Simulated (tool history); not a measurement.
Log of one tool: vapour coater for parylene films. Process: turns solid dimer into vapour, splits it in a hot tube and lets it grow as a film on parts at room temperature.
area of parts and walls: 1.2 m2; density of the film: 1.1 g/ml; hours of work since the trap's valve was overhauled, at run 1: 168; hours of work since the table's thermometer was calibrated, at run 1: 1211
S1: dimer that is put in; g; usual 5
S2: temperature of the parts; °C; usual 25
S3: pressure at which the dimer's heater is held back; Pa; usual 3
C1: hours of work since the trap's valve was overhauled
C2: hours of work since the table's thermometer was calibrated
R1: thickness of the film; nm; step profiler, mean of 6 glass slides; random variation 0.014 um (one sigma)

run,hour,S1,S2,S3,C1,C2,R1
1,0,5,25,3,168,1211,2340
2,25.9,5,25,3.29,184,1227,2270
3,53.9,5,25,3.29,201,1245,2290
4,114.3,5,25,3.29,239,1282,2270
5,168.4,5,25,3.29,273,1316,2240
6,219.3,5,25,3.29,305,1348,2260
# hour 228.6: trap's valve overhauled
7,277,5,25,3.29,30,1382,2320
8,310.8,5,25,4.02,52,1403,2240
9,360,2,25,3,83,1434,960
10,407.9,2,25,3,113,1464,930
11,454,5,34,6.05,142,1493,1630
12,513.4,5,20,7.39,179,1531,2120
13,541.5,5,21,9.3,197,1548,1960
14,589.7,6,36,2.08,227,1579,2380
15,624.6,5,36,3.68,249,1601,1740
16,663.3,5,36,3.68,273,1625,1730
17,709,3,25,3.68,302,1654,1310

Forecast each of these 4 alternatives for the next run:
# hour 726.5: trap's valve overhauled
A,771,6,25,3.68,28,1690,?
# hour 726.5: trap's valve overhauled
B,771,3,35,3.76,28,1690,?
# hour 726.5: trap's valve overhauled
C,771,3,25,11.21,28,1690,?
# hour 726.5: trap's valve overhauled
D,771,4,23,3,28,1690,?

run,R1
A,2700
B,1090
C,1050
D,1990
Without the tool's hidden state the same runs would have given:
run,R1
A,2740
B,1100
C,1070
D,2020

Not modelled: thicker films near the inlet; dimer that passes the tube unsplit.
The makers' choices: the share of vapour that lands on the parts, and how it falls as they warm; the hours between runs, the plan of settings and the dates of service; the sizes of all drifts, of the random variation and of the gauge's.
